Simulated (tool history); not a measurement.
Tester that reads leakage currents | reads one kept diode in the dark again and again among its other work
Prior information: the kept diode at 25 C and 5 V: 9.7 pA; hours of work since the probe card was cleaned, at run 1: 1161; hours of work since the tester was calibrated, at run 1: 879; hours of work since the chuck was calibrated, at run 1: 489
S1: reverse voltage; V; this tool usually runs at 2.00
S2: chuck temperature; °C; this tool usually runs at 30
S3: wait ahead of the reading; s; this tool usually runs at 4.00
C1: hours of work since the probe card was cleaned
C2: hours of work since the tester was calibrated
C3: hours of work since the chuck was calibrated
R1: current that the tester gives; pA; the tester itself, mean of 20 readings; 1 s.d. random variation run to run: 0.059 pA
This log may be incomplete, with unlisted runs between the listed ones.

{"run": 1, "hour": 0.0, "S1": 2.0, "S2": 30, "S3": 4.0, "C1": 1161, "C2": 879, "C3": 489, "R1": 14.41}
{"run": 2, "hour": 46.7, "S1": 2.0, "S2": 30, "S3": 4.0, "C1": 1187, "C2": 905, "C3": 515, "R1": 14.6}
{"hour": 83.0, "done": "probe card cleaned and baked"}
{"run": 3, "hour": 88.9, "S1": 2.0, "S2": 30, "S3": 4.0, "C1": 3, "C2": 927, "C3": 537, "R1": 9.6}
{"run": 4, "hour": 132.6, "S1": 2.0, "S2": 30, "S3": 4.0, "C1": 28, "C2": 951, "C3": 561, "R1": 9.68}
{"run": 5, "hour": 182.0, "S1": 2.0, "S2": 42, "S3": 4.0, "C1": 55, "C2": 979, "C3": 588, "R1": 24.89}
{"run": 6, "hour": 240.1, "S1": 2.0, "S2": 42, "S3": 4.0, "C1": 88, "C2": 1011, "C3": 621, "R1": 24.86}
{"run": 7, "hour": 287.8, "S1": 2.0, "S2": 42, "S3": 4.0, "C1": 114, "C2": 1038, "C3": 647, "R1": 24.73}
{"run": 8, "hour": 329.8, "S1": 2.0, "S2": 42, "S3": 4.0, "C1": 138, "C2": 1061, "C3": 671, "R1": 24.98}
{"run": 9, "hour": 366.4, "S1": 2.0, "S2": 42, "S3": 4.0, "C1": 158, "C2": 1081, "C3": 691, "R1": 24.88}
{"run": 10, "hour": 426.5, "S1": 2.0, "S2": 42, "S3": 4.0, "C1": 192, "C2": 1115, "C3": 725, "R1": 24.98}
{"run": 11, "hour": 462.4, "S1": 2.0, "S2": 42, "S3": 4.0, "C1": 212, "C2": 1135, "C3": 745, "R1": 25.02}
{"run": 12, "hour": 502.4, "S1": 2.0, "S2": 30, "S3": 7.55, "C1": 234, "C2": 1157, "C3": 767, "R1": 10.17}
{"run": 13, "hour": 549.7, "S1": 2.0, "S2": 30, "S3": 7.55, "C1": 260, "C2": 1184, "C3": 794, "R1": 10.29}
{"run": 14, "hour": 576.7, "S1": 2.0, "S2": 30, "S3": 7.55, "C1": 275, "C2": 1199, "C3": 809, "R1": 10.32}
{"run": 15, "hour": 607.4, "S1": 2.0, "S2": 30, "S3": 7.55, "C1": 292, "C2": 1216, "C3": 826, "R1": 10.28}
{"run": 16, "hour": 663.3, "S1": 2.05, "S2": 34, "S3": 9.41, "C1": 324, "C2": 1247, "C3": 857, "R1": 14.06}
{"run": 17, "hour": 693.4, "S1": 1.55, "S2": 47, "S3": 4.2, "C1": 340, "C2": 1264, "C3": 874, "R1": 32.29}
{"run": 18, "hour": 723.8, "S1": 4.33, "S2": 36, "S3": 1.42, "C1": 357, "C2": 1281, "C3": 891, "R1": 23.84}
{"run": 19, "hour": 761.1, "S1": 7.57, "S2": 47, "S3": 1.42, "C1": 378, "C2": 1302, "C3": 911, "R1": 65.02}
{"run": 20, "hour": 793.5, "S1": 3.52, "S2": 32, "S3": 4.0, "C1": 396, "C2": 1320, "C3": 930, "R1": 16.34}
{"run": 21, "hour": 836.1, "S1": 2.13, "S2": 30, "S3": 4.39, "C1": 420, "C2": 1343, "C3": 953, "R1": 11.07}

What does the tool deliver on the next run?
{"run": 22, "hour": 890.5, "S1": 2.13, "S2": 30, "S3": 4.39, "C1": 450, "C2": 1374, "C3": 984, "R1": "?"}

{"run 22": {"R1": 11.2}}
Minus the tool's unlogged condition, the same run would have read R1 10.62 pA.
